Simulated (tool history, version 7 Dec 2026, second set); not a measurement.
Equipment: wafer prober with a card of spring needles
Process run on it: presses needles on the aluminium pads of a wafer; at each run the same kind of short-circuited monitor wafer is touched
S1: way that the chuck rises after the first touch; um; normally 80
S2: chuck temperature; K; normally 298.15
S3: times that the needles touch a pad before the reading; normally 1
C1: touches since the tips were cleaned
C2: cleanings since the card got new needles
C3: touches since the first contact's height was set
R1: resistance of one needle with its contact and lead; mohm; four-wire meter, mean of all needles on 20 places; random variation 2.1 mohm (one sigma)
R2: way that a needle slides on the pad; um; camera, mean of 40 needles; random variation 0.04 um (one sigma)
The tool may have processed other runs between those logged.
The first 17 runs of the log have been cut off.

run   hour  S1      S2  S3    C1  C2      C3   R1     R2
 18  125.8  87  358.15   2  3551  13   58563  241  14.42
     127.5  -- tips cleaned on abrasive film
 19  133.9  87  358.15   2  2852  14   62149  239   14.5
       137  -- tips cleaned on abrasive film
 20  140.6  98  321.15   2  1571  15   65054  228  16.27
     146.7  -- tips cleaned on abrasive film
 21  147.3  91  321.15   2   254  16   68011  227  15.11
     156.9  -- tips cleaned on abrasive film
 22  156.9  91  321.15   2     2  17   72262  228  15.08
       167  -- tips cleaned on abrasive film
 23  167.1  92  303.15   2    80  18   76764  221  15.17
 24  171.9  92  303.15   2  2179  18   78863  229  15.22
     176.6  -- tips cleaned on abrasive film
 25  180.9  92  303.15   2  1900  19   82843  222  15.26
     186.2  -- tips cleaned on abrasive film
 26  186.7  92  303.15   2   204  20   85360  219  15.27
 27  192.9  92  303.15   2  3008  20   88164  226   15.3
     196.4  -- tips cleaned on abrasive film
 28  197.3  92  303.15   2   400  21   90061  221  15.23
 29  204.4  85  303.15   2  3545  21   93206  226     14
     206.3  -- tips cleaned on abrasive film
 30    211  85  335.15   3  2092  22   96101  234  14.05
     216.5  -- tips cleaned on abrasive film
 31  219.6  82  313.15   1  1386  23   99910  231  13.61
     226.6  -- tips cleaned on abrasive film
 32  229.2  82  313.15   1  1156  24  104114  229  13.64
 33  235.4  82  313.15   1  3927  24  106885  227  13.57

5 ways to go on from here, each from the tool as it stands after run 33. What would each give?
     236.2  -- tips cleaned on abrasive film
  A  241.8  76  311.15   1  2481  25  109695   ?   ?
     236.2  -- tips cleaned on abrasive film
  B  241.8  80  324.15   1  2481  25  109695   ?   ?
     236.2  -- tips cleaned on abrasive film
  C  241.8  65  350.15   2  2481  25  109695   ?   ?
     236.2  -- tips cleaned on abrasive film
  D  241.8  80  355.15   2  2481  25  109695   ?   ?
     236.2  -- tips cleaned on abrasive film
  E  241.8  77  309.15   2  2481  25  109695   ?   ?

run   R1     R2
  A  231  12.55
  B  228  13.27
  C  242  10.75
  D  238  13.26
  E  226  12.79
Had the tool no hidden state, the same runs would have come out as:
run   R1     R2
  A  231  12.55
  B  228  13.27
  C  242  10.75
  D  238  13.26
  E  226  12.79
